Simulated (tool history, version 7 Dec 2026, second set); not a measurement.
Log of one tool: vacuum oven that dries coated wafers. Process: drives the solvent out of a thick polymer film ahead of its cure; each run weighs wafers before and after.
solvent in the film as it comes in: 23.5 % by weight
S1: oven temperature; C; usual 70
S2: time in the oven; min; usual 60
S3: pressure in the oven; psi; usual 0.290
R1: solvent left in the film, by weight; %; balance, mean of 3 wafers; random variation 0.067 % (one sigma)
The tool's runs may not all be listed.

run,day,S1,S2,S3,R1
1,0.000,70,60,0.290,4.47
2,0.317,70,60,0.773,10.38
3,1.012,70,60,0.773,10.48
4,1.562,70,60,0.773,10.42
5,1.942,70,60,1.147,14.83
6,2.558,70,60,1.147,14.75
7,2.892,70,60,1.147,14.85
8,3.225,70,60,1.147,14.84
9,3.883,70,60,0.290,4.77
10,4.400,70,60,0.290,4.64
11,4.717,70,60,0.290,4.56
12,5.196,70,60,0.222,3.84
13,5.583,70,60,0.222,3.89
14,5.967,70,60,0.222,3.99
15,6.479,70,60,0.222,3.84
16,7.133,70,60,0.222,3.84
17,7.788,70,60,0.222,3.91
18,8.500,62,60,0.222,7.55
19,8.812,62,60,0.222,7.27
20,9.325,60,60,0.290,9.42
21,9.671,70,60,0.290,4.77
22,10.342,70,60,0.393,5.86
23,10.950,70,60,0.654,8.96
24,11.400,70,60,0.763,10.34
25,12.054,62,60,0.290,8.35
26,12.625,75,33,0.390,5.79
27,13.171,61,39,0.741,16.84
28,13.583,63,72,0.738,14.29
29,13.988,58,60,0.403,12.75
30,14.321,83,34,0.154,1.73
31,14.721,58,46,0.875,20.87
32,15.412,56,46,0.875,21.88
33,15.804,60,31,0.396,14.38
34,16.442,60,31,0.396,14.53
35,16.942,60,94,0.271,7.27
36,17.246,60,37,0.833,18.49
37,17.596,60,42,0.154,9.62
38,18.079,60,42,0.154,9.64
39,18.383,70,60,0.181,3.45
40,19.075,70,60,0.181,3.49
41,19.383,70,60,0.181,3.39
42,19.671,79,74,0.773,6.70
43,20.304,69,75,0.200,3.45
44,20.933,69,75,0.200,3.38
45,21.492,67,35,0.216,7.82
46,22.150,77,55,0.287,3.19
47,22.804,58,108,0.218,7.02

The same runs without the tool's hidden state, with the same run-to-run variation:
The hidden state here: true wafer temperature over the reading, C; true pressure over the reading, kPa; drift of the gauge itself on solvent_pct, %.
run,R1
1,4.28
2,10.15
3,10.24
4,10.17
5,14.53
6,14.45
7,14.55
8,14.53
9,4.54
10,4.41
11,4.33
12,3.61
13,3.65
14,3.75
15,3.60
16,3.59
17,3.65
18,7.17
19,6.90
20,9.01
21,4.49
22,5.56
23,8.62
24,9.97
25,7.92
26,5.49
27,16.40
28,13.78
29,12.23
30,1.55
31,20.35
32,21.36
33,13.96
34,14.09
35,6.75
36,18.00
37,9.14
38,9.16
39,3.10
40,3.13
41,3.04
42,6.41
43,3.09
44,3.02
45,7.34
46,2.92
47,6.37

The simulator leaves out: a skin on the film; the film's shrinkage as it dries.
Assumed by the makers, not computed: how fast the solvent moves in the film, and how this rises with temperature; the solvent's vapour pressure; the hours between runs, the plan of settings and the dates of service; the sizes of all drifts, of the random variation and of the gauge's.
